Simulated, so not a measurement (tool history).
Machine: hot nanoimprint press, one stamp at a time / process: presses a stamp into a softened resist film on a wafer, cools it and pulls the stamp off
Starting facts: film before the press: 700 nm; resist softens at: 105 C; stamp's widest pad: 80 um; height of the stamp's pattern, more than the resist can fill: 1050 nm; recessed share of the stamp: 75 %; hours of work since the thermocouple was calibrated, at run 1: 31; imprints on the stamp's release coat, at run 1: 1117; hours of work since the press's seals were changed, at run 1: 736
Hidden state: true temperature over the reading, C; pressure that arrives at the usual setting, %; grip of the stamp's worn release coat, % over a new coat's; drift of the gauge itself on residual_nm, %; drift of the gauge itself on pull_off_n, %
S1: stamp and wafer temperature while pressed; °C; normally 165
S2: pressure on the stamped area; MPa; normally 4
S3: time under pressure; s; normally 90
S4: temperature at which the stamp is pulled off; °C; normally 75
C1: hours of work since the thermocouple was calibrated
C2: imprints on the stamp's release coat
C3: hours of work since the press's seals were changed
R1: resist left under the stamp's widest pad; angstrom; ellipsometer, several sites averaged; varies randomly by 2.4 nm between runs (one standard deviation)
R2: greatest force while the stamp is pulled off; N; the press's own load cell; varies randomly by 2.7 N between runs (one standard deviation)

{"run": 1, "day": 0.0, "S1": 165, "S2": 4, "S3": 90, "S4": 75, "C1": 31, "C2": 1117, "C3": 736, "R1": 4049, "R2": 173}
{"run": 2, "day": 0.908, "S1": 165, "S2": 4, "S3": 151, "S4": 75, "C1": 47, "C2": 1213, "C3": 751, "R1": 3411, "R2": 168}
{"run": 3, "day": 2.196, "S1": 165, "S2": 4, "S3": 49, "S4": 75, "C1": 69, "C2": 1349, "C3": 774, "R1": 4669, "R2": 174}
{"run": 4, "day": 3.804, "S1": 165, "S2": 4, "S3": 90, "S4": 75, "C1": 97, "C2": 1519, "C3": 802, "R1": 3980, "R2": 178}
{"run": 5, "day": 5.488, "S1": 165, "S2": 4, "S3": 90, "S4": 72, "C1": 126, "C2": 1696, "C3": 831, "R1": 3938, "R2": 190}
{"day": 6.221, "done": "stamp cleaned and given a new release coat"}
{"run": 6, "day": 7.183, "S1": 165, "S2": 4, "S3": 90, "S4": 72, "C1": 152, "C2": 101, "C3": 856, "R1": 3927, "R2": 136}
{"run": 7, "day": 8.704, "S1": 165, "S2": 4, "S3": 90, "S4": 82, "C1": 178, "C2": 262, "C3": 883, "R1": 3845, "R2": 114}
{"run": 8, "day": 10.562, "S1": 165, "S2": 4, "S3": 90, "S4": 82, "C1": 211, "C2": 458, "C3": 915, "R1": 3869, "R2": 121}
{"day": 12.192, "done": "press's hydraulic seals changed and the load cell set to zero"}
{"run": 9, "day": 12.525, "S1": 165, "S2": 4, "S3": 90, "S4": 82, "C1": 239, "C2": 630, "C3": 6, "R1": 3755, "R2": 125}
{"run": 10, "day": 14.404, "S1": 165, "S2": 4.87, "S3": 90, "S4": 66, "C1": 272, "C2": 829, "C3": 39, "R1": 3391, "R2": 179}
{"day": 14.621, "done": "plate thermocouple calibrated"}
{"run": 11, "day": 15.371, "S1": 169, "S2": 6.06, "S3": 90, "S4": 75, "C1": 13, "C2": 918, "C3": 53, "R1": 2362, "R2": 160}
{"run": 12, "day": 16.95, "S1": 169, "S2": 6.06, "S3": 90, "S4": 75, "C1": 41, "C2": 1084, "C3": 81, "R1": 2342, "R2": 158}
{"run": 13, "day": 18.733, "S1": 172, "S2": 3.14, "S3": 90, "S4": 75, "C1": 72, "C2": 1273, "C3": 112, "R1": 2849, "R2": 158}
{"day": 19.908, "done": "plate thermocouple calibrated, once more"}
{"run": 14, "day": 19.908, "S1": 172, "S2": 3.14, "S3": 90, "S4": 61, "C1": 0, "C2": 1384, "C3": 130, "R1": 3180, "R2": 218}
{"run": 15, "day": 21.579, "S1": 165, "S2": 4, "S3": 61, "S4": 75, "C1": 29, "C2": 1560, "C3": 159, "R1": 4372, "R2": 178}
{"run": 16, "day": 23.042, "S1": 165, "S2": 4, "S3": 61, "S4": 75, "C1": 55, "C2": 1714, "C3": 185, "R1": 4345, "R2": 190}
{"day": 23.579, "done": "stamp cleaned and given a new release coat"}
{"run": 17, "day": 24.338, "S1": 157, "S2": 4.35, "S3": 90, "S4": 81, "C1": 73, "C2": 80, "C3": 203, "R1": 5358, "R2": 116}

What if the next run were any one of these 3? Each begins from the tool's condition after run 17:
{"run": "A", "day": 25.683, "S1": 154, "S2": 4.35, "S3": 90, "S4": 81, "C1": 96, "C2": 222, "C3": 226, "R1": "?", "R2": "?"}
{"run": "B", "day": 25.683, "S1": 163, "S2": 2.64, "S3": 90, "S4": 76, "C1": 96, "C2": 222, "C3": 226, "R1": "?", "R2": "?"}
{"run": "C", "day": 25.683, "S1": 174, "S2": 4.46, "S3": 50, "S4": 75, "C1": 96, "C2": 222, "C3": 226, "R1": "?", "R2": "?"}

run=A R1=5815 R2=122
run=B R1=4978 R2=130
run=C R1=2863 R2=132
Without the tool's hidden state the same runs would have given:
run=A R1=5817 R2=116
run=B R1=4989 R2=123
run=C R1=2857 R2=125
